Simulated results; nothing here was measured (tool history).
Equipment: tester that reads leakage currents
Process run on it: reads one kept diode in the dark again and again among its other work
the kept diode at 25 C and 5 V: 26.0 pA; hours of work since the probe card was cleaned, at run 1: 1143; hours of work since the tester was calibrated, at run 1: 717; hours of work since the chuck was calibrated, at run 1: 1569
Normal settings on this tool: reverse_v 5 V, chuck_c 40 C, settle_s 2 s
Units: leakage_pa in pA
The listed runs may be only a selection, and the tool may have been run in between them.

run      day  reverse_v  chuck_c  settle_s  hours of work since the probe card was cleaned  hours of work since the tester was calibrated  hours of work since the chuck was calibrated  leakage_pa
  1        0          5       40         2                                            1143                                            717                                          1569       78.59
  2    2.296          5       40         2                                            1170                                            744                                          1596       78.42
  3    5.117          5       40      0.99                                            1203                                            777                                          1629       78.79
  4    7.388          5       40      0.99                                            1230                                            804                                          1656       78.29
  5   10.812          5       40      0.99                                            1270                                            844                                          1696        78.2
      14.092  -- chuck's temperature calibrated
  6   15.575          5       40      0.99                                            1325                                            899                                            17       96.29
  7   20.967          5       40      0.99                                            1388                                            963                                            81       95.05
  8   26.288          5       40      0.99                                            1451                                           1025                                           143       94.97
  9   28.929       2.67       40      0.99                                            1482                                           1056                                           174       72.13
 10   31.158       2.67       40      0.46                                            1508                                           1082                                           201       72.83
 11   33.379          5       40         2                                            1534                                           1109                                           227       93.23
 12   37.767       1.24       40         2                                            1586                                           1160                                           278       52.09
 13   40.417      19.55       40         2                                            1617                                           1191                                           310      165.44
 14   43.608      19.55       40         2                                            1655                                           1229                                           347      165.63
 15   48.404      19.55       51         2                                            1711                                           1285                                           403       379.9
 16   53.025      19.55       51         2                                            1765                                           1340                                           458       375.5
 17   55.338      19.55       51         2                                            1793                                           1367                                           485      376.59
 18   59.646      19.55       51         2                                            1843                                           1417                                           536      376.58
 19   62.638      19.55       51         2                                            1878                                           1453                                           571      374.09
 20   66.175      19.55       51      0.33                                            1920                                           1494                                           612      381.68
 21   68.458          5       44         2                                            1947                                           1521                                           639      122.01
 22   72.408          5       44         2                                            1993                                           1567                                           686      121.93
 23   77.275          5       44      5.11                                            2050                                           1625                                           743       120.5
 24   79.929       2.34       32      1.62                                            2082                                           1656                                           774       33.18
 25   85.279          5       54      6.74                                            2145                                           1719                                           837       254.7
 26   90.242          5       54      6.74                                            2203                                           1777                                           895      254.94
      90.833  -- probe card cleaned and baked
 27     94.4        4.3       44      3.73                                              42                                           1825                                           943      109.16
 28   97.375      13.79       48      8.38                                              77                                           1860                                           978      241.88
 29  101.888       4.62       49      2.39                                             130                                           1913                                          1031      165.76
 30  107.304       4.62       49       1.3                                             194                                           1976                                          1094      164.74
 31  112.546       4.62       49      6.03                                             255                                           2038                                          1156      162.78
 32    116.2       4.62       49      6.03                                             298                                           2081                                          1199      162.85
 33  120.567       12.5       40      1.64                                             350                                           2132                                          1250      121.49
 34  123.467        7.4       31      1.64                                             384                                           2166                                          1285       45.67
 35  127.054       1.27       40      2.17                                             426                                           2209                                          1327       45.98
 36  130.246       1.27       40      2.17                                             463                                           2246                                          1364       45.89
 37  135.496       5.34       47      1.78                                             525                                           2308                                          1426      144.87
 38  139.221        1.6       23      1.78                                             569                                           2352                                          1470       11.72
 39  143.942       8.71       40      8.83                                             624                                           2407                                          1525       99.36

Measured minus without-hidden-state, run by run (identical run-to-run variation in each term; gauge scatter may differ):
The tool's hidden condition here consists of: stray current of the dirty probe card, pA a volt; current scale over the true one, %; true chuck temperature over the reading, C; drift of the gauge itself on leakage_pa, %.
run  leakage_pa
  1      -15.44
  2      -15.66
  3      -15.99
  4       -16.2
  5      -16.61
  6       +1.13
  7       +0.46
  8        -0.2
  9       -0.66
 10       -0.85
 11       -0.97
 12       -1.24
 13       -0.34
 14       -0.92
 15      -10.63
 16      -12.42
 17      -13.42
 18      -15.54
 19      -16.74
 20      -18.37
 21       -7.18
 22       -7.82
 23       -8.59
 24       -2.34
 25      -21.68
 26      -23.36
 27      -12.05
 28      -27.01
 29      -19.58
 30      -20.72
 31      -21.74
 32      -22.69
 33      -17.86
 34       -7.07
 35       -7.55
 36       -7.73
 37      -24.41
 38       -2.22
 39      -18.28

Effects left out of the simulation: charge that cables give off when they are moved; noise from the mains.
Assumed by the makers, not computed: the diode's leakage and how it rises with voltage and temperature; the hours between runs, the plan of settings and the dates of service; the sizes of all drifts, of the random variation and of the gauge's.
